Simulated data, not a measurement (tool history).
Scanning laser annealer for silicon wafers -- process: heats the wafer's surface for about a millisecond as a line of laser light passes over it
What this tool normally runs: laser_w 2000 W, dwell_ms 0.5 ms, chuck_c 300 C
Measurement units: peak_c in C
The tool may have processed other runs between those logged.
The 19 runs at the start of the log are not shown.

run     day  laser_w  dwell_ms  chuck_c  hours of work since the window was cleaned  hours of work since the power meter was calibrated  hours of work since the optics were aligned  peak_c
 20  38.704     1943     0.443      330                                         862                                                1000                                          634     984
 21  40.054     2000     0.424      292                                         878                                                1016                                          651     957
     40.662  -- window over the wafer cleaned
 22  42.262     1979     0.587      273                                          19                                                1042                                          676    1083
 23  43.629     2164     0.411      264                                          36                                                1058                                          693    1035
 24    44.9     1896     0.495      291                                          51                                                1073                                          708    1002
 25  46.054     1890     0.593      263                                          65                                                1087                                          722    1030
 26  47.438     2073     0.367      305                                          82                                                1104                                          739    1003
 27  48.754     2006       0.5      278                                          98                                                1120                                          755    1039
 28  50.179     2006     0.405      308                                         115                                                1137                                          772    1002
 29  52.158     2006     0.405      308                                         139                                                1161                                          796    1005
 30  53.442     2006     0.405      308                                         154                                                1177                                          811     999
 31  55.688     1808     0.366      283                                         181                                                1204                                          838     867

5 options for the next run, each taken on its own from the tool as it stands now. Forecast them:
  A  57.762     1967     0.398      283                                         206                                                1229                                          864       ?
  B  57.762     1761     0.604      291                                         206                                                1229                                          864       ?
  C  57.762     1930     0.378      274                                         206                                                1229                                          864       ?
  D  57.762     1808     0.366      316                                         206                                                1229                                          864       ?
  E  57.762     1896     0.387      312                                         206                                                1229                                          864       ?

run  peak_c
  A     952
  B     990
  C     913
  D     898
  E     944
The same runs, with their run-to-run variation unchanged, on a tool lacking any hidden condition would have given:
run  peak_c
  A     969
  B    1008
  C     929
  D     913
  E     960

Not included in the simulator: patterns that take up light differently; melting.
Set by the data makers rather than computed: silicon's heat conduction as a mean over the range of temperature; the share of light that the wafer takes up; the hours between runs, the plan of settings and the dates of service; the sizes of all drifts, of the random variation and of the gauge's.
